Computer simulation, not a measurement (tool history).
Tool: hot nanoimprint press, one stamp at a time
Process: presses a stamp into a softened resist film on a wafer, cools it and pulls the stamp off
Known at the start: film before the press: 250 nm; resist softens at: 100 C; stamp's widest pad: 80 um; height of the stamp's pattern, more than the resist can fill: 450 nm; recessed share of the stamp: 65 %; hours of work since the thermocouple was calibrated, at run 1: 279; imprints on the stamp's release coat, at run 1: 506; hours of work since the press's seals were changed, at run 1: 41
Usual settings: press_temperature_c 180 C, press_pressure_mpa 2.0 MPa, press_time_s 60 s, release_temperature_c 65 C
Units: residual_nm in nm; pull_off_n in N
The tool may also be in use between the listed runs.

run,day,press_temperature_c,press_pressure_mpa,press_time_s,release_temperature_c,hours of work since the thermocouple was calibrated,imprints on the stamp's release coat,hours of work since the press's seals were changed,residual_nm,pull_off_n
1,0.000,180,2.0,60,65,279,506,41,123.9,136.8
2,0.421,180,1.5,60,65,284,536,46,140.4,134.1
3,0.821,178,1.5,60,65,288,564,51,149.8,135.6
4,1.033,190,2.0,60,65,291,579,54,84.3,136.3
5,1.225,180,2.0,60,65,293,593,56,123.4,136.6
6,1.579,171,2.0,60,65,297,617,60,169.6,135.3
7,2.025,171,2.0,60,65,303,649,65,168.8,137.1
8,2.254,171,2.0,60,65,305,665,68,169.0,135.2
9,2.538,171,2.0,60,65,309,685,71,169.2,135.9
10,2.962,171,2.0,60,65,314,715,77,168.9,135.6
11,3.412,171,2.0,60,65,319,746,82,168.8,136.0
12,3.800,171,2.0,60,65,324,773,86,168.7,136.4
13,4.088,171,2.0,60,65,327,794,90,168.7,136.4
14,4.300,180,2.0,108,65,330,809,92,98.7,136.3

Run 15 comes next. What will it give?
15,4.629,180,2.0,108,65,334,832,96,?,?

{"run 15": {"residual_nm": 98.9, "pull_off_n": 134.5}}
Without the tool's hidden state the same run would have given residual_nm 100.0 nm, pull_off_n 134.1 N.

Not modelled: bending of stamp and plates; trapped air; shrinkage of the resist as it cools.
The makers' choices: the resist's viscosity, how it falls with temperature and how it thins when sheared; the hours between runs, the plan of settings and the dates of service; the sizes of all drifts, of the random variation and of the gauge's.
